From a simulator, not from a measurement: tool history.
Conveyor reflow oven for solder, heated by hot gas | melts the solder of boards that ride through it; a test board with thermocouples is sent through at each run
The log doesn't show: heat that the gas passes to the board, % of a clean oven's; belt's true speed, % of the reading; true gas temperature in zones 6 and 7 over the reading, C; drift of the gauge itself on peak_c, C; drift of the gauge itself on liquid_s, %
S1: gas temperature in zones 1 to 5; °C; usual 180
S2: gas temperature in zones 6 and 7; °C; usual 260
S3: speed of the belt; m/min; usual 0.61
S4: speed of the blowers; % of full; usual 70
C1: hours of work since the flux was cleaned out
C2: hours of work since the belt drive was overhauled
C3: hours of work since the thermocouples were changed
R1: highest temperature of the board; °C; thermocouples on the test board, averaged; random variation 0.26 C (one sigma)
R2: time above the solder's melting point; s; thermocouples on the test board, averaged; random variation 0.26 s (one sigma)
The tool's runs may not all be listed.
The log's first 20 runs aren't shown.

{"run": 21, "day": 11.121, "S1": 175, "S2": 274, "S3": 0.666, "S4": 70, "C1": 147, "C2": 746, "C3": 630, "R1": 250.4, "R2": 45.4}
{"run": 22, "day": 11.446, "S1": 180, "S2": 248, "S3": 0.596, "S4": 70, "C1": 153, "C2": 752, "C3": 636, "R1": 234, "R2": 37.6}
{"run": 23, "day": 11.983, "S1": 170, "S2": 255, "S3": 0.532, "S4": 62, "C1": 162, "C2": 761, "C3": 645, "R1": 239.7, "R2": 46}
{"run": 24, "day": 12.367, "S1": 167, "S2": 253, "S3": 0.502, "S4": 51, "C1": 168, "C2": 768, "C3": 652, "R1": 236.2, "R2": 42.3}
{"run": 25, "day": 12.896, "S1": 167, "S2": 253, "S3": 0.502, "S4": 51, "C1": 178, "C2": 777, "C3": 661, "R1": 236, "R2": 42.7}
{"run": 26, "day": 13.242, "S1": 167, "S2": 253, "S3": 0.502, "S4": 51, "C1": 184, "C2": 783, "C3": 667, "R1": 236.1, "R2": 43}
{"run": 27, "day": 13.729, "S1": 186, "S2": 259, "S3": 0.642, "S4": 76, "C1": 192, "C2": 791, "C3": 675, "R1": 243.4, "R2": 45.7}
{"run": 28, "day": 14.104, "S1": 186, "S2": 259, "S3": 0.642, "S4": 72, "C1": 198, "C2": 797, "C3": 682, "R1": 242.6, "R2": 45}
{"run": 29, "day": 14.55, "S1": 186, "S2": 260, "S3": 0.642, "S4": 80, "C1": 206, "C2": 805, "C3": 689, "R1": 244.5, "R2": 47.8}
{"run": 30, "day": 15.05, "S1": 190, "S2": 260, "S3": 0.638, "S4": 54, "C1": 215, "C2": 814, "C3": 698, "R1": 239.4, "R2": 43.1}
{"day": 15.479, "done": "flux residue cleaned out of gas plates and filters"}
{"run": 31, "day": 15.896, "S1": 180, "S2": 248, "S3": 0.61, "S4": 66, "C1": 7, "C2": 825, "C3": 709, "R1": 232.1, "R2": 34.7}

3 ways to go on from here, each from the tool as it stands after run 31. What would each give?
{"run": "A", "day": 16.483, "S1": 180, "S2": 248, "S3": 0.719, "S4": 66, "C1": 17, "C2": 835, "C3": 719, "R1": "?", "R2": "?"}
{"run": "B", "day": 16.483, "S1": 180, "S2": 260, "S3": 0.539, "S4": 70, "C1": 17, "C2": 835, "C3": 719, "R1": "?", "R2": "?"}
{"run": "C", "day": 16.483, "S1": 180, "S2": 267, "S3": 0.61, "S4": 66, "C1": 17, "C2": 835, "C3": 719, "R1": "?", "R2": "?"}

run=A R1=227.8 R2=21
run=B R1=246.6 R2=56.7
run=C R1=248.5 R2=49.8
Without the tool's hidden state the same runs would have given:
run=A R1=227.8 R2=21.1
run=B R1=246.6 R2=56.7
run=C R1=248.6 R2=49.7
